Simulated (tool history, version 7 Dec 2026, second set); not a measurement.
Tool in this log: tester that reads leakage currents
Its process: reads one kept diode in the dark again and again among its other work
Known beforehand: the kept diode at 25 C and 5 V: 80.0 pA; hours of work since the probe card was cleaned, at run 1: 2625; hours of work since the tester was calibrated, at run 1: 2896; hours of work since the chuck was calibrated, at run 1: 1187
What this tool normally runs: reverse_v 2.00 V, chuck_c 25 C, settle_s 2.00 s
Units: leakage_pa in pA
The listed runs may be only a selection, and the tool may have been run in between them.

run	hour	reverse_v	chuck_c	settle_s	hours of work since the probe card was cleaned	hours of work since the tester was calibrated	hours of work since the chuck was calibrated	leakage_pa
1	0.0	2.00	25	2.00	2625	2896	1187	50.37
2	193.0	2.00	25	2.00	2748	3019	1310	49.82
3	356.2	2.00	45	2.00	2852	3123	1414	235.44
4	498.7	2.00	45	2.00	2943	3214	1505	233.55
# hour 592.8: tester calibrated
5	659.2	5.59	25	2.00	3044	42	1606	75.92
# hour 679.6: chuck's temperature calibrated
6	911.7	5.59	25	2.00	3204	202	148	86.24
7	1130.1	2.00	25	2.00	3343	341	287	56.56
# hour 1245.1: probe card cleaned and baked
8	1364.6	5.22	25	2.00	76	489	435	78.65
9	1483.8	2.00	25	1.12	152	565	511	53.55
10	1637.3	2.00	25	1.12	250	663	609	53.24
11	1914.0	2.00	25	2.00	427	839	785	52.52
12	2036.3	2.00	25	2.00	505	917	863	52.13
13	2152.4	2.00	25	0.47	579	991	937	52.25
14	2392.3	6.69	60	0.34	732	1144	1090	1123.21
15	2510.4	6.69	60	0.34	807	1220	1165	1110.04
16	2716.7	6.69	60	0.34	938	1351	1297	1100.61

Predict the results of run 17:
17	2873.1	1.08	51	3.34	1038	1451	1397	?

{"run 17": {"leakage_pa": 287.44}}
Take away the tool's hidden state, keep the run-to-run variation as it was, and the same run would have given leakage_pa 325.58 pA.
